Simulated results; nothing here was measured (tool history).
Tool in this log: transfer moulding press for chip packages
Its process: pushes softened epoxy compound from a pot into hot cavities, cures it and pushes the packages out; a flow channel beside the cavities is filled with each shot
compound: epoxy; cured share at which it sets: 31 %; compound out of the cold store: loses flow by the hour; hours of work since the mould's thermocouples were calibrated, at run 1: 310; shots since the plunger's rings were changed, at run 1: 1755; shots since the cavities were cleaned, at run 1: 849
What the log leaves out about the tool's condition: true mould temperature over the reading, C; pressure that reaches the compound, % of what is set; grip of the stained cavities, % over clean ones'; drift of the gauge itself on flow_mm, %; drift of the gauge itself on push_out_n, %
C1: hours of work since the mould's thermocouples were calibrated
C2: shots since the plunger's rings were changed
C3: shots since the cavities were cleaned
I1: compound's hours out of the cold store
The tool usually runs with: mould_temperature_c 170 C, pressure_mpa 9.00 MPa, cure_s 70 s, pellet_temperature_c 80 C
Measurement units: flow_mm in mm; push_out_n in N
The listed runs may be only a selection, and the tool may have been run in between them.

run 1 hour=0.0 | mould_temperature_c=170 pressure_mpa=9.00 cure_s=70 pellet_temperature_c=80 | C1=310 C2=1755 C3=849 | I1=20.0 | flow_mm=827 push_out_n=654
-- hour=5.3 cavities cleaned with cleaning compound and waxed
-- hour=62.7 cavities cleaned with cleaning compound and waxed
run 2 hour=62.7 | mould_temperature_c=170 pressure_mpa=9.00 cure_s=70 pellet_temperature_c=80 | C1=347 C2=2727 C3=0 | I1=20.0 | flow_mm=820 push_out_n=375
-- hour=120.7 cavities cleaned with cleaning compound and waxed
-- hour=137.5 mould's thermocouples calibrated
run 3 hour=138.0 | mould_temperature_c=170 pressure_mpa=9.00 cure_s=70 pellet_temperature_c=80 | C1=0 C2=3895 C3=249 | I1=29.7 | flow_mm=759 push_out_n=482
-- hour=170.1 plunger's sealing rings changed
-- hour=186.8 cavities cleaned with cleaning compound and waxed
run 4 hour=189.5 | mould_temperature_c=170 pressure_mpa=9.00 cure_s=70 pellet_temperature_c=74 | C1=30 C2=292 C3=45 | I1=9.6 | flow_mm=909 push_out_n=405
-- hour=244.9 cavities cleaned with cleaning compound and waxed
run 5 hour=248.4 | mould_temperature_c=170 pressure_mpa=9.00 cure_s=70 pellet_temperature_c=74 | C1=66 C2=1226 C3=57 | I1=26.3 | flow_mm=812 push_out_n=421
run 6 hour=281.4 | mould_temperature_c=170 pressure_mpa=9.00 cure_s=70 pellet_temperature_c=74 | C1=86 C2=1762 C3=593 | I1=40.7 | flow_mm=746 push_out_n=588
-- hour=306.0 cavities cleaned with cleaning compound and waxed
run 7 hour=351.0 | mould_temperature_c=170 pressure_mpa=9.00 cure_s=70 pellet_temperature_c=78 | C1=129 C2=2871 C3=732 | I1=20.0 | flow_mm=819 push_out_n=676
-- hour=365.5 cavities cleaned with cleaning compound and waxed
run 8 hour=418.4 | mould_temperature_c=170 pressure_mpa=9.00 cure_s=70 pellet_temperature_c=78 | C1=170 C2=3944 C3=861 | I1=41.3 | flow_mm=717 push_out_n=672
-- hour=425.2 cavities cleaned with cleaning compound and waxed
-- hour=448.3 plunger's sealing rings changed
run 9 hour=477.9 | mould_temperature_c=170 pressure_mpa=8.66 cure_s=70 pellet_temperature_c=80 | C1=204 C2=482 C3=817 | I1=35.4 | flow_mm=761 push_out_n=637
-- hour=485.6 cavities cleaned with cleaning compound and waxed
run 10 hour=522.6 | mould_temperature_c=176 pressure_mpa=9.00 cure_s=70 pellet_temperature_c=80 | C1=231 C2=1185 C3=602 | I1=12.4 | flow_mm=853 push_out_n=519
-- hour=546.2 cavities cleaned with cleaning compound and waxed
run 11 hour=565.0 | mould_temperature_c=176 pressure_mpa=9.00 cure_s=70 pellet_temperature_c=80 | C1=257 C2=1851 C3=306 | I1=23.7 | flow_mm=791 push_out_n=430
-- hour=606.7 cavities cleaned with cleaning compound and waxed
run 12 hour=627.4 | mould_temperature_c=176 pressure_mpa=9.00 cure_s=70 pellet_temperature_c=80 | C1=295 C2=2841 C3=335 | I1=43.4 | flow_mm=706 push_out_n=456
-- hour=665.3 cavities cleaned with cleaning compound and waxed
run 13 hour=671.7 | mould_temperature_c=176 pressure_mpa=9.00 cure_s=70 pellet_temperature_c=80 | C1=322 C2=3539 C3=105 | I1=44.8 | flow_mm=689 push_out_n=383
-- hour=725.7 plunger's sealing rings changed
-- hour=727.2 cavities cleaned with cleaning compound and waxed
run 14 hour=727.2 | mould_temperature_c=177 pressure_mpa=8.75 cure_s=51 pellet_temperature_c=80 | C1=354 C2=0 C3=0 | I1=20.5 | flow_mm=817 push_out_n=446
-- hour=788.6 mould's thermocouples calibrated
-- hour=790.1 cavities cleaned with cleaning compound and waxed
run 15 hour=793.6 | mould_temperature_c=177 pressure_mpa=8.75 cure_s=56 pellet_temperature_c=80 | C1=2 C2=1024 C3=58 | I1=43.6 | flow_mm=714 push_out_n=408
-- hour=851.9 cavities cleaned with cleaning compound and waxed
run 16 hour=868.4 | mould_temperature_c=164 pressure_mpa=9.00 cure_s=60 pellet_temperature_c=80 | C1=48 C2=2217 C3=269 | I1=48.0 | flow_mm=739 push_out_n=1026
-- hour=909.7 cavities cleaned with cleaning compound and waxed
run 17 hour=928.2 | mould_temperature_c=176 pressure_mpa=9.00 cure_s=76 pellet_temperature_c=80 | C1=84 C2=3166 C3=302 | I1=14.5 | flow_mm=826 push_out_n=435
-- hour=970.5 cavities cleaned with cleaning compound and waxed
run 18 hour=991.0 | mould_temperature_c=172 pressure_mpa=7.46 cure_s=70 pellet_temperature_c=80 | C1=122 C2=4163 C3=333 | I1=10.6 | flow_mm=769 push_out_n=506
-- hour=1004.2 plunger's sealing rings changed
-- hour=1033.1 cavities cleaned with cleaning compound and waxed
run 19 hour=1040.4 | mould_temperature_c=172 pressure_mpa=7.46 cure_s=70 pellet_temperature_c=80 | C1=151 C2=565 C3=119 | I1=47.8 | flow_mm=655 push_out_n=419
-- hour=1094.8 cavities cleaned with cleaning compound and waxed
run 20 hour=1098.2 | mould_temperature_c=172 pressure_mpa=9.16 cure_s=56 pellet_temperature_c=73 | C1=186 C2=1483 C3=56 | I1=19.4 | flow_mm=842 push_out_n=576

Expected results for the next run?
run 21 hour=1144.7 | mould_temperature_c=163 pressure_mpa=6.95 cure_s=75 pellet_temperature_c=73 | C1=215 C2=2239 C3=812 | I1=22.0 | flow_mm=? push_out_n=?

{"run 21": {"flow_mm": 741, "push_out_n": 959}}
Without the tool's hidden state the same run would have given flow_mm 770 mm, push_out_n 550 N.
